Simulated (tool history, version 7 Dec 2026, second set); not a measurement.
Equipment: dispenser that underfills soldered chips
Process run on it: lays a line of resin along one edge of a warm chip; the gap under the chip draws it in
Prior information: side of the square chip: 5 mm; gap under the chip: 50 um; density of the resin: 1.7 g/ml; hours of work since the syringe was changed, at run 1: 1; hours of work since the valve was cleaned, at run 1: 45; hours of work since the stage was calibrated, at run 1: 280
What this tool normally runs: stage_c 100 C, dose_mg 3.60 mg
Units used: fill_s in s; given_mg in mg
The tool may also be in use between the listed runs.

| run | hour | stage_c | dose_mg | hours of work since the syringe was changed | hours of work since the valve was cleaned | hours of work since the stage was calibrated | fill_s | given_mg |
|---|---|---|---|---|---|---|---|---|
| 1 | 0.0 | 100 | 3.60 | 1 | 45 | 280 | 17.7 | 3.52 |
| 2 | 8.8 | 100 | 3.60 | 7 | 52 | 287 | 22.3 | 3.48 |
|  | 15.5 | new syringe of resin |
| 3 | 17.0 | 100 | 3.60 | 1 | 58 | 293 | 18.4 | 3.39 |
| 4 | 28.9 | 100 | 3.60 | 10 | 67 | 302 | 24.6 | 3.35 |
|  | 31.8 | new syringe of resin |
| 5 | 42.4 | 100 | 3.60 | 8 | 77 | 312 | 22.5 | 3.32 |
|  | 48.2 | new syringe of resin |
| 6 | 48.5 | 113 | 3.60 | 0 | 81 | 316 | 9.9 | 3.29 |
| 7 | 60.6 | 108 | 3.60 | 9 | 90 | 325 | 17.7 | 3.31 |
|  | 64.3 | new syringe of resin |
| 8 | 69.6 | 108 | 3.60 | 4 | 97 | 332 | 14.0 | 3.23 |
|  | 74.6 | dispensing valve cleaned and set on the balance |
| 9 | 76.5 | 108 | 3.60 | 8 | 1 | 336 | 16.2 | 3.63 |
|  | 81.6 | new syringe of resin |
| 10 | 83.0 | 108 | 3.60 | 1 | 6 | 341 | 13.0 | 3.62 |
| 11 | 96.7 | 100 | 3.61 | 11 | 16 | 351 | 25.3 | 3.61 |
|  | 98.6 | new syringe of resin |
| 12 | 105.1 | 100 | 3.61 | 5 | 23 | 357 | 20.3 | 3.53 |
|  | 115.5 | new syringe of resin |
| 13 | 116.0 | 100 | 3.61 | 0 | 31 | 365 | 17.1 | 3.50 |
| 14 | 128.1 | 100 | 3.61 | 9 | 40 | 375 | 22.6 | 3.51 |
|  | 131.7 | new syringe of resin |
| 15 | 134.3 | 100 | 3.61 | 2 | 44 | 379 | 17.7 | 3.44 |
|  | 148.3 | new syringe of resin |
| 16 | 148.8 | 100 | 3.61 | 0 | 55 | 390 | 17.3 | 3.46 |
| 17 | 157.6 | 100 | 3.60 | 7 | 62 | 396 | 21.4 | 3.38 |
|  | 164.9 | new syringe of resin |
| 18 | 171.7 | 100 | 3.60 | 5 | 72 | 407 | 21.1 | 3.43 |
| 19 | 178.3 | 112 | 3.12 | 10 | 77 | 412 | 16.3 | 2.97 |
|  | 181.3 | new syringe of resin |
| 20 | 191.5 | 106 | 3.28 | 8 | 87 | 421 | 18.0 | 3.04 |
|  | 198.3 | new syringe of resin |
| 21 | 200.2 | 106 | 3.67 | 1 | 93 | 428 | 13.6 | 3.41 |
|  | 211.1 | dispensing valve cleaned and set on the balance |
|  | 215.5 | new syringe of resin |
| 22 | 215.5 | 106 | 3.67 | 0 | 3 | 438 | 13.3 | 3.61 |
| 23 | 228.9 | 95 | 3.11 | 10 | 13 | 449 | 29.0 | 3.00 |
|  | 232.0 | new syringe of resin |
| 24 | 236.2 | 96 | 4.07 | 3 | 18 | 454 | 21.7 | 4.05 |
|  | 249.0 | new syringe of resin |
| 25 | 250.5 | 96 | 4.07 | 1 | 29 | 464 | 20.1 | 3.95 |
| 26 | 264.3 | 102 | 4.28 | 12 | 39 | 475 | 22.3 | 4.22 |
|  | 265.8 | new syringe of resin |
| 27 | 277.5 | 100 | 4.28 | 9 | 49 | 485 | 21.7 | 4.09 |
|  | 282.2 | new syringe of resin |
| 28 | 290.8 | 100 | 4.00 | 7 | 59 | 494 | 21.1 | 3.81 |
|  | 298.6 | new syringe of resin |
| 29 | 299.4 | 100 | 4.00 | 1 | 65 | 501 | 16.8 | 3.70 |
| 30 | 308.3 | 94 | 3.56 | 7 | 72 | 507 | 27.2 | 3.32 |
|  | 315.2 | new syringe of resin |
| 31 | 316.2 | 114 | 4.37 | 1 | 78 | 513 | 9.9 | 4.16 |
| 32 | 324.7 | 114 | 4.37 | 7 | 84 | 520 | 12.3 | 4.04 |
|  | 331.8 | new syringe of resin |
| 33 | 331.9 | 100 | 4.11 | 0 | 89 | 525 | 16.3 | 3.82 |
| 34 | 343.4 | 90 | 3.63 | 9 | 98 | 533 | 34.0 | 3.31 |
|  | 346.9 | dispensing valve cleaned and set on the balance |
|  | 349.3 | new syringe of resin |
| 35 | 356.0 | 90 | 3.63 | 5 | 7 | 542 | 30.0 | 3.58 |

Each row is a separate what-if for the run after 35, all from the same tool condition, not one after another. Results?
|  | 366.0 | new syringe of resin |
| A | 368.8 | 92 | 3.43 | 2 | 16 | 551 | ? | ? |
|  | 366.0 | new syringe of resin |
| B | 368.8 | 100 | 4.17 | 2 | 16 | 551 | ? | ? |
|  | 366.0 | new syringe of resin |
| C | 368.8 | 101 | 3.64 | 2 | 16 | 551 | ? | ? |

| run | fill_s | given_mg |
|---|---|---|
| A | 24.7 | 3.31 |
| B | 17.3 | 4.22 |
| C | 16.3 | 3.53 |
With no hidden state in the tool, these same runs would have given:
| run | fill_s | given_mg |
|---|---|---|
| A | 26.2 | 3.35 |
| B | 18.3 | 4.28 |
| C | 17.2 | 3.58 |

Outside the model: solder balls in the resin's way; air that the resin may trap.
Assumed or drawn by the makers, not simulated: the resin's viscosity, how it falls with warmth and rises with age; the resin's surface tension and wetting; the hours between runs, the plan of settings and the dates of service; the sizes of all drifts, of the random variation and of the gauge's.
